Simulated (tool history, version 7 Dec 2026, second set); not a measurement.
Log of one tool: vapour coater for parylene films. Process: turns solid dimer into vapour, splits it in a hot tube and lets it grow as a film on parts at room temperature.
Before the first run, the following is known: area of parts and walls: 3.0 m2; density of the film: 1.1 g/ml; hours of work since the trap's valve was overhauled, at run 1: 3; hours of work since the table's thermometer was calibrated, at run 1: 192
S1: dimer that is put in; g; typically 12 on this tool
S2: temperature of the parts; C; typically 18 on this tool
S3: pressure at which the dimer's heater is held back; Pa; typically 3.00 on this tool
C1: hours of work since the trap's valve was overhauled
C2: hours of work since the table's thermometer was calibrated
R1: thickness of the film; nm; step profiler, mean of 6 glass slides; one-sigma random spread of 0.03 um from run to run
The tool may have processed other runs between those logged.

{"run": 1, "hour": 0.0, "S1": 12, "S2": 18, "S3": 3.0, "C1": 3, "C2": 192, "R1": 2810}
{"run": 2, "hour": 12.6, "S1": 12, "S2": 18, "S3": 3.0, "C1": 12, "C2": 202, "R1": 2860}
{"run": 3, "hour": 23.0, "S1": 12, "S2": 18, "S3": 3.0, "C1": 20, "C2": 210, "R1": 2850}
{"run": 4, "hour": 35.7, "S1": 12, "S2": 18, "S3": 3.0, "C1": 30, "C2": 219, "R1": 2820}
{"run": 5, "hour": 44.0, "S1": 12, "S2": 18, "S3": 3.0, "C1": 36, "C2": 226, "R1": 2830}
{"run": 6, "hour": 59.2, "S1": 12, "S2": 18, "S3": 3.0, "C1": 48, "C2": 237, "R1": 2840}
{"run": 7, "hour": 72.1, "S1": 12, "S2": 18, "S3": 3.0, "C1": 58, "C2": 247, "R1": 2780}
{"run": 8, "hour": 80.6, "S1": 12, "S2": 18, "S3": 3.0, "C1": 64, "C2": 253, "R1": 2830}
{"run": 9, "hour": 88.4, "S1": 12, "S2": 18, "S3": 3.0, "C1": 70, "C2": 259, "R1": 2840}
{"run": 10, "hour": 99.4, "S1": 12, "S2": 18, "S3": 3.0, "C1": 78, "C2": 268, "R1": 2870}
{"run": 11, "hour": 107.5, "S1": 12, "S2": 16, "S3": 3.0, "C1": 85, "C2": 274, "R1": 2910}
{"run": 12, "hour": 122.0, "S1": 12, "S2": 16, "S3": 3.0, "C1": 96, "C2": 285, "R1": 2860}
{"run": 13, "hour": 133.1, "S1": 12, "S2": 16, "S3": 3.0, "C1": 104, "C2": 294, "R1": 2930}
{"hour": 135.0, "done": "table's thermometer calibrated"}
{"run": 14, "hour": 145.0, "S1": 12, "S2": 16, "S3": 3.0, "C1": 112, "C2": 8, "R1": 2900}
{"run": 15, "hour": 156.8, "S1": 12, "S2": 16, "S3": 3.0, "C1": 121, "C2": 17, "R1": 2930}
{"run": 16, "hour": 166.6, "S1": 12, "S2": 16, "S3": 3.0, "C1": 129, "C2": 24, "R1": 2890}
{"run": 17, "hour": 174.7, "S1": 12, "S2": 16, "S3": 3.0, "C1": 135, "C2": 30, "R1": 2860}
{"run": 18, "hour": 191.0, "S1": 12, "S2": 16, "S3": 3.0, "C1": 148, "C2": 43, "R1": 2900}
{"hour": 196.4, "done": "table's thermometer calibrated, once more"}
{"run": 19, "hour": 202.5, "S1": 12, "S2": 16, "S3": 3.0, "C1": 156, "C2": 5, "R1": 2970}
{"run": 20, "hour": 210.1, "S1": 5, "S2": 18, "S3": 3.0, "C1": 161, "C2": 10, "R1": 1130}
{"run": 21, "hour": 219.0, "S1": 12, "S2": 18, "S3": 10.33, "C1": 168, "C2": 17, "R1": 2540}
{"run": 22, "hour": 227.7, "S1": 8, "S2": 17, "S3": 2.91, "C1": 175, "C2": 24, "R1": 1890}
{"run": 23, "hour": 237.9, "S1": 8, "S2": 17, "S3": 2.91, "C1": 183, "C2": 32, "R1": 1950}
{"run": 24, "hour": 252.8, "S1": 12, "S2": 13, "S3": 3.86, "C1": 194, "C2": 43, "R1": 3020}
{"run": 25, "hour": 265.5, "S1": 6, "S2": 13, "S3": 3.86, "C1": 204, "C2": 53, "R1": 1520}
{"run": 26, "hour": 272.9, "S1": 11, "S2": 30, "S3": 3.86, "C1": 209, "C2": 58, "R1": 1950}
{"run": 27, "hour": 289.7, "S1": 8, "S2": 16, "S3": 3.4, "C1": 222, "C2": 71, "R1": 1900}
{"run": 28, "hour": 303.9, "S1": 8, "S2": 16, "S3": 3.4, "C1": 233, "C2": 82, "R1": 1910}
{"run": 29, "hour": 311.1, "S1": 12, "S2": 14, "S3": 4.99, "C1": 238, "C2": 88, "R1": 2910}
{"run": 30, "hour": 323.6, "S1": 5, "S2": 16, "S3": 10.39, "C1": 248, "C2": 97, "R1": 1100}
{"run": 31, "hour": 337.8, "S1": 5, "S2": 16, "S3": 10.39, "C1": 259, "C2": 108, "R1": 1060}
{"run": 32, "hour": 354.4, "S1": 7, "S2": 14, "S3": 10.39, "C1": 271, "C2": 121, "R1": 1590}
{"run": 33, "hour": 369.9, "S1": 7, "S2": 14, "S3": 10.39, "C1": 283, "C2": 132, "R1": 1580}
{"run": 34, "hour": 378.2, "S1": 10, "S2": 18, "S3": 11.56, "C1": 290, "C2": 139, "R1": 2080}
{"run": 35, "hour": 393.5, "S1": 8, "S2": 25, "S3": 2.75, "C1": 301, "C2": 150, "R1": 1610}
{"run": 36, "hour": 410.3, "S1": 12, "S2": 14, "S3": 3.0, "C1": 314, "C2": 163, "R1": 2980}
{"run": 37, "hour": 421.7, "S1": 11, "S2": 29, "S3": 9.01, "C1": 323, "C2": 172, "R1": 1820}
{"run": 38, "hour": 438.0, "S1": 13, "S2": 28, "S3": 9.01, "C1": 335, "C2": 184, "R1": 2240}
{"run": 39, "hour": 455.6, "S1": 13, "S2": 28, "S3": 9.01, "C1": 349, "C2": 198, "R1": 2240}

Alternative continuations, all from the tool just after run 39; predict every row:
{"run": "A", "hour": 463.0, "S1": 12, "S2": 24, "S3": 6.83, "C1": 354, "C2": 204, "R1": "?"}
{"run": "B", "hour": 463.0, "S1": 13, "S2": 29, "S3": 2.03, "C1": 354, "C2": 204, "R1": "?"}
{"run": "C", "hour": 463.0, "S1": 11, "S2": 16, "S3": 9.62, "C1": 354, "C2": 204, "R1": "?"}
{"run": "D", "hour": 463.0, "S1": 7, "S2": 28, "S3": 9.01, "C1": 354, "C2": 204, "R1": "?"}
{"run": "E", "hour": 463.0, "S1": 12, "S2": 18, "S3": 9.96, "C1": 354, "C2": 204, "R1": "?"}

run=A R1=2260
run=B R1=2510
run=C R1=2390
run=D R1=1200
run=E R1=2470
What these runs would have given with no unlogged condition in the tool:
run=A R1=2360
run=B R1=2620
run=C R1=2490
run=D R1=1250
run=E R1=2570
